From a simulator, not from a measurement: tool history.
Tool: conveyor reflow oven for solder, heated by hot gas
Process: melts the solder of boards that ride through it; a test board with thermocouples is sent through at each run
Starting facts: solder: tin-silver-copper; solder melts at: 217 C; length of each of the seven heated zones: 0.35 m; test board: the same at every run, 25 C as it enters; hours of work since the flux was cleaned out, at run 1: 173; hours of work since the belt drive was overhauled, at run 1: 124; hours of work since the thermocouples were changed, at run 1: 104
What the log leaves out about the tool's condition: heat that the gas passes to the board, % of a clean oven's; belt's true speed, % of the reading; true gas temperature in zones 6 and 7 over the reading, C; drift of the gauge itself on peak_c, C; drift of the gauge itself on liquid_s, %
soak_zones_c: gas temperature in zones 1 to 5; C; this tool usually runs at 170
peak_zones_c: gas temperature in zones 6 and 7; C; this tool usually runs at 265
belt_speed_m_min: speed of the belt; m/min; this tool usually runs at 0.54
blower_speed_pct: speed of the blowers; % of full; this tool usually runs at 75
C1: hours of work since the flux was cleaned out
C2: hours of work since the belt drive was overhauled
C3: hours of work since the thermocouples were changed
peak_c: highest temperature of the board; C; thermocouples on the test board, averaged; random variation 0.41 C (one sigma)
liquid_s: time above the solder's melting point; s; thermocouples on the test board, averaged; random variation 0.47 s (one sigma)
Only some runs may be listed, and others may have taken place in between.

{"run": 1, "day": 0.0, "soak_zones_c": 170, "peak_zones_c": 265, "belt_speed_m_min": 0.54, "blower_speed_pct": 75, "C1": 173, "C2": 124, "C3": 104, "peak_c": 241.2, "liquid_s": 44.8}
{"run": 2, "day": 0.442, "soak_zones_c": 170, "peak_zones_c": 278, "belt_speed_m_min": 0.54, "blower_speed_pct": 75, "C1": 180, "C2": 130, "C3": 110, "peak_c": 251.7, "liquid_s": 54.6}
{"run": 3, "day": 0.788, "soak_zones_c": 170, "peak_zones_c": 278, "belt_speed_m_min": 0.54, "blower_speed_pct": 75, "C1": 185, "C2": 136, "C3": 116, "peak_c": 251.3, "liquid_s": 53.7}
{"run": 4, "day": 1.0, "soak_zones_c": 170, "peak_zones_c": 278, "belt_speed_m_min": 0.54, "blower_speed_pct": 75, "C1": 189, "C2": 139, "C3": 119, "peak_c": 250.9, "liquid_s": 53.5}
{"run": 5, "day": 1.212, "soak_zones_c": 170, "peak_zones_c": 265, "belt_speed_m_min": 0.54, "blower_speed_pct": 75, "C1": 192, "C2": 142, "C3": 122, "peak_c": 240.8, "liquid_s": 44.2}
{"run": 6, "day": 1.675, "soak_zones_c": 170, "peak_zones_c": 265, "belt_speed_m_min": 0.54, "blower_speed_pct": 75, "C1": 199, "C2": 149, "C3": 129, "peak_c": 240.8, "liquid_s": 44.3}
{"run": 7, "day": 2.096, "soak_zones_c": 170, "peak_zones_c": 265, "belt_speed_m_min": 0.54, "blower_speed_pct": 75, "C1": 205, "C2": 156, "C3": 136, "peak_c": 240.2, "liquid_s": 43.3}
{"run": 8, "day": 2.442, "soak_zones_c": 170, "peak_zones_c": 265, "belt_speed_m_min": 0.54, "blower_speed_pct": 75, "C1": 211, "C2": 161, "C3": 141, "peak_c": 240.3, "liquid_s": 44.2}
{"run": 9, "day": 2.662, "soak_zones_c": 170, "peak_zones_c": 265, "belt_speed_m_min": 0.54, "blower_speed_pct": 75, "C1": 214, "C2": 164, "C3": 144, "peak_c": 241.2, "liquid_s": 42.9}
{"run": 10, "day": 3.075, "soak_zones_c": 170, "peak_zones_c": 265, "belt_speed_m_min": 0.54, "blower_speed_pct": 75, "C1": 220, "C2": 171, "C3": 151, "peak_c": 239.6, "liquid_s": 43.3}
{"run": 11, "day": 3.4, "soak_zones_c": 170, "peak_zones_c": 265, "belt_speed_m_min": 0.54, "blower_speed_pct": 86, "C1": 225, "C2": 176, "C3": 156, "peak_c": 242.1, "liquid_s": 46.1}
{"run": 12, "day": 3.658, "soak_zones_c": 170, "peak_zones_c": 265, "belt_speed_m_min": 0.54, "blower_speed_pct": 86, "C1": 229, "C2": 180, "C3": 159, "peak_c": 242.2, "liquid_s": 46.7}
{"run": 13, "day": 3.983, "soak_zones_c": 170, "peak_zones_c": 265, "belt_speed_m_min": 0.54, "blower_speed_pct": 86, "C1": 234, "C2": 185, "C3": 165, "peak_c": 242.1, "liquid_s": 46.1}
{"run": 14, "day": 4.183, "soak_zones_c": 166, "peak_zones_c": 265, "belt_speed_m_min": 0.612, "blower_speed_pct": 76, "C1": 237, "C2": 188, "C3": 168, "peak_c": 234.5, "liquid_s": 29.9}
{"run": 15, "day": 4.5, "soak_zones_c": 166, "peak_zones_c": 261, "belt_speed_m_min": 0.612, "blower_speed_pct": 86, "C1": 242, "C2": 192, "C3": 172, "peak_c": 232.1, "liquid_s": 27.8}
{"run": 16, "day": 4.796, "soak_zones_c": 166, "peak_zones_c": 261, "belt_speed_m_min": 0.612, "blower_speed_pct": 86, "C1": 247, "C2": 197, "C3": 177, "peak_c": 232, "liquid_s": 28.8}
{"run": 17, "day": 5.238, "soak_zones_c": 181, "peak_zones_c": 266, "belt_speed_m_min": 0.478, "blower_speed_pct": 52, "C1": 253, "C2": 204, "C3": 184, "peak_c": 242.7, "liquid_s": 57.2}
{"run": 18, "day": 5.642, "soak_zones_c": 170, "peak_zones_c": 269, "belt_speed_m_min": 0.451, "blower_speed_pct": 75, "C1": 259, "C2": 210, "C3": 190, "peak_c": 249.5, "liquid_s": 65.5}
{"run": 19, "day": 6.121, "soak_zones_c": 170, "peak_zones_c": 269, "belt_speed_m_min": 0.451, "blower_speed_pct": 75, "C1": 267, "C2": 217, "C3": 197, "peak_c": 249, "liquid_s": 64.5}
{"run": 20, "day": 6.358, "soak_zones_c": 177, "peak_zones_c": 279, "belt_speed_m_min": 0.563, "blower_speed_pct": 75, "C1": 270, "C2": 221, "C3": 201, "peak_c": 250.4, "liquid_s": 52.8}
{"run": 21, "day": 6.712, "soak_zones_c": 177, "peak_zones_c": 279, "belt_speed_m_min": 0.563, "blower_speed_pct": 75, "C1": 276, "C2": 226, "C3": 206, "peak_c": 250.5, "liquid_s": 52.5}
{"run": 22, "day": 7.096, "soak_zones_c": 177, "peak_zones_c": 279, "belt_speed_m_min": 0.639, "blower_speed_pct": 75, "C1": 282, "C2": 232, "C3": 212, "peak_c": 244.1, "liquid_s": 41.3}
{"run": 23, "day": 7.325, "soak_zones_c": 177, "peak_zones_c": 274, "belt_speed_m_min": 0.639, "blower_speed_pct": 75, "C1": 285, "C2": 236, "C3": 216, "peak_c": 240.4, "liquid_s": 37.5}
{"run": 24, "day": 7.812, "soak_zones_c": 170, "peak_zones_c": 261, "belt_speed_m_min": 0.548, "blower_speed_pct": 51, "C1": 293, "C2": 243, "C3": 223, "peak_c": 229.8, "liquid_s": 27.6}

Alternative continuations, all from the tool just after run 24; predict every row:
{"run": "A", "day": 8.292, "soak_zones_c": 179, "peak_zones_c": 260, "belt_speed_m_min": 0.54, "blower_speed_pct": 75, "C1": 300, "C2": 250, "C3": 230, "peak_c": "?", "liquid_s": "?"}
{"run": "B", "day": 8.292, "soak_zones_c": 166, "peak_zones_c": 265, "belt_speed_m_min": 0.54, "blower_speed_pct": 66, "C1": 300, "C2": 250, "C3": 230, "peak_c": "?", "liquid_s": "?"}
{"run": "C", "day": 8.292, "soak_zones_c": 170, "peak_zones_c": 265, "belt_speed_m_min": 0.54, "blower_speed_pct": 75, "C1": 300, "C2": 250, "C3": 230, "peak_c": "?", "liquid_s": "?"}
{"run": "D", "day": 8.292, "soak_zones_c": 185, "peak_zones_c": 260, "belt_speed_m_min": 0.466, "blower_speed_pct": 75, "C1": 300, "C2": 250, "C3": 230, "peak_c": "?", "liquid_s": "?"}
{"run": "E", "day": 8.292, "soak_zones_c": 163, "peak_zones_c": 265, "belt_speed_m_min": 0.54, "blower_speed_pct": 70, "C1": 300, "C2": 250, "C3": 230, "peak_c": "?", "liquid_s": "?"}

run=A peak_c=237.8 liquid_s=43.8
run=B peak_c=235.6 liquid_s=36.5
run=C peak_c=238.7 liquid_s=43
run=D peak_c=243.5 liquid_s=63.2
run=E peak_c=236 liquid_s=35.9
Had the tool no hidden state, the same runs would have come out as:
run=A peak_c=242.2 liquid_s=49.8
run=B peak_c=240.5 liquid_s=43
run=C peak_c=243.6 liquid_s=49.1
run=D peak_c=247.3 liquid_s=67.8
run=E peak_c=241.1 liquid_s=42.5
